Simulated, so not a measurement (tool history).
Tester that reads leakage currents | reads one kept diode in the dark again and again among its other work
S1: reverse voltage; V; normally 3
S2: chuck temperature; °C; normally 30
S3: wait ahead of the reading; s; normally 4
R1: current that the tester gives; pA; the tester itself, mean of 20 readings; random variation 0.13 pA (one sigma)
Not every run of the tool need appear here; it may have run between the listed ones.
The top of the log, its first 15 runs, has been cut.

run	hour	S1	S2	S3	R1
16	2779.6	3	30	4	40.1
17	2904	3	30	4	39.98
18	3035.7	1.22	30	4	27.21
19	3173.6	3	30	4	40.51
20	3425	3	30	6.01	40.91
21	3631.3	3.21	30	3.14	42.46
22	3769.2	3.21	30	3.14	42.72
23	3877.4	3.21	30	3.14	43
24	4108.2	5.62	30	3.14	55.67
25	4237.9	5.62	39	7.92	111.17
26	4451.7	5.62	39	7.92	111.99
27	4565.1	1.55	26	4	22.87
28	4668.6	1.4	31	1.69	32.87
29	4885.8	1.36	52	2.2	158.56
30	5025.5	3.94	35	4	71.41
31	5197.6	1.07	22	0.87	14.43
32	5308	1.07	43	0.87	74.41
33	5408.8	3.11	38	0.92	81.86
34	5612	3.11	38	0.92	82.37
35	5751.7	3.11	38	0.92	82.88
36	5928.3	1.44	40	1.24	67.91
37	6148.5	1.44	49	1.4	132.55
38	6250.7	11.97	30	3.32	88.02
# hour 6286.8: chuck's temperature calibrated
39	6378.9	6.48	30	4.04	60.79

Forecast each of these 3 alternatives for the next run:
A	6502.5	1.55	22	4.04	?
B	6502.5	6.48	30	7.14	?
C	6502.5	14.28	24	1.41	?

run	R1
A	16.49
B	61.04
C	63.41
With the hidden condition removed and each run's random variation left untouched, the same runs would have given:
run	R1
A	14.65
B	53.39
C	47.21
